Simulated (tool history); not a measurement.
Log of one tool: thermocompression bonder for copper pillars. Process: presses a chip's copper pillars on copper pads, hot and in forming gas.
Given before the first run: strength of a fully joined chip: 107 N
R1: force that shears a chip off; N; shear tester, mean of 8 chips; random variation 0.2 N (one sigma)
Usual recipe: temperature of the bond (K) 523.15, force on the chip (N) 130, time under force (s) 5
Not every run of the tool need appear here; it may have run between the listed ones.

{"run": 1, "day": 0.0, "temperature of the bond (K)": 523.15, "force on the chip (N)": 130, "time under force (s)": 5, "R1": 70.5}
{"run": 2, "day": 0.329, "temperature of the bond (K)": 523.15, "force on the chip (N)": 130, "time under force (s)": 13, "R1": 87.9}
{"run": 3, "day": 1.0, "temperature of the bond (K)": 523.15, "force on the chip (N)": 130, "time under force (s)": 13, "R1": 87.9}
{"run": 4, "day": 1.504, "temperature of the bond (K)": 523.15, "force on the chip (N)": 130, "time under force (s)": 13, "R1": 87.9}
{"run": 5, "day": 1.942, "temperature of the bond (K)": 523.15, "force on the chip (N)": 130, "time under force (s)": 13, "R1": 87.3}
{"run": 6, "day": 2.304, "temperature of the bond (K)": 523.15, "force on the chip (N)": 130, "time under force (s)": 13, "R1": 87.3}
{"run": 7, "day": 2.892, "temperature of the bond (K)": 523.15, "force on the chip (N)": 130, "time under force (s)": 13, "R1": 87.4}
{"run": 8, "day": 3.575, "temperature of the bond (K)": 523.15, "force on the chip (N)": 130, "time under force (s)": 13, "R1": 87.3}
{"run": 9, "day": 4.1, "temperature of the bond (K)": 523.15, "force on the chip (N)": 130, "time under force (s)": 13, "R1": 86.6}
{"run": 10, "day": 4.471, "temperature of the bond (K)": 523.15, "force on the chip (N)": 130, "time under force (s)": 13, "R1": 86.7}
{"run": 11, "day": 4.879, "temperature of the bond (K)": 523.15, "force on the chip (N)": 130, "time under force (s)": 13, "R1": 87}
{"run": 12, "day": 5.35, "temperature of the bond (K)": 523.15, "force on the chip (N)": 131, "time under force (s)": 5, "R1": 70.1}
{"run": 13, "day": 6.108, "temperature of the bond (K)": 523.15, "force on the chip (N)": 130, "time under force (s)": 5, "R1": 70.2}
{"run": 14, "day": 6.554, "temperature of the bond (K)": 523.15, "force on the chip (N)": 97, "time under force (s)": 5, "R1": 61.2}
{"run": 15, "day": 6.867, "temperature of the bond (K)": 513.15, "force on the chip (N)": 151, "time under force (s)": 5, "R1": 68.1}
{"run": 16, "day": 7.258, "temperature of the bond (K)": 531.15, "force on the chip (N)": 151, "time under force (s)": 3, "R1": 69.3}
{"run": 17, "day": 7.967, "temperature of the bond (K)": 523.15, "force on the chip (N)": 120, "time under force (s)": 14, "R1": 85.4}
{"run": 18, "day": 8.371, "temperature of the bond (K)": 540.15, "force on the chip (N)": 138, "time under force (s)": 12, "R1": 92.8}
{"run": 19, "day": 9.117, "temperature of the bond (K)": 540.15, "force on the chip (N)": 138, "time under force (s)": 12, "R1": 93}
{"run": 20, "day": 9.671, "temperature of the bond (K)": 505.15, "force on the chip (N)": 169, "time under force (s)": 4, "R1": 62}
{"run": 21, "day": 10.129, "temperature of the bond (K)": 547.15, "force on the chip (N)": 169, "time under force (s)": 3, "R1": 80.8}
{"run": 22, "day": 10.596, "temperature of the bond (K)": 512.15, "force on the chip (N)": 152, "time under force (s)": 5, "R1": 67}
{"run": 23, "day": 10.904, "temperature of the bond (K)": 499.15, "force on the chip (N)": 166, "time under force (s)": 7, "R1": 67.7}
{"run": 24, "day": 11.275, "temperature of the bond (K)": 523.15, "force on the chip (N)": 130, "time under force (s)": 9, "R1": 79.4}
{"run": 25, "day": 11.917, "temperature of the bond (K)": 509.15, "force on the chip (N)": 95, "time under force (s)": 9, "R1": 62.3}
{"run": 26, "day": 12.275, "temperature of the bond (K)": 544.15, "force on the chip (N)": 91, "time under force (s)": 5, "R1": 70.3}
{"run": 27, "day": 12.904, "temperature of the bond (K)": 515.15, "force on the chip (N)": 159, "time under force (s)": 11, "R1": 83.6}

4 ways to go on from here, each from the tool as it stands after run 27. What would each give?
{"run": "A", "day": 13.288, "temperature of the bond (K)": 550.15, "force on the chip (N)": 170, "time under force (s)": 10, "R1": "?"}
{"run": "B", "day": 13.288, "temperature of the bond (K)": 510.15, "force on the chip (N)": 86, "time under force (s)": 3, "R1": "?"}
{"run": "C", "day": 13.288, "temperature of the bond (K)": 510.15, "force on the chip (N)": 89, "time under force (s)": 11, "R1": "?"}
{"run": "D", "day": 13.288, "temperature of the bond (K)": 530.15, "force on the chip (N)": 103, "time under force (s)": 5, "R1": "?"}

run=A R1=96.1
run=B R1=40.6
run=C R1=64.3
run=D R1=65.8
With no hidden state in the tool, these same runs would have given:
run=A R1=100.2
run=B R1=39.5
run=C R1=63.9
run=D R1=65.7

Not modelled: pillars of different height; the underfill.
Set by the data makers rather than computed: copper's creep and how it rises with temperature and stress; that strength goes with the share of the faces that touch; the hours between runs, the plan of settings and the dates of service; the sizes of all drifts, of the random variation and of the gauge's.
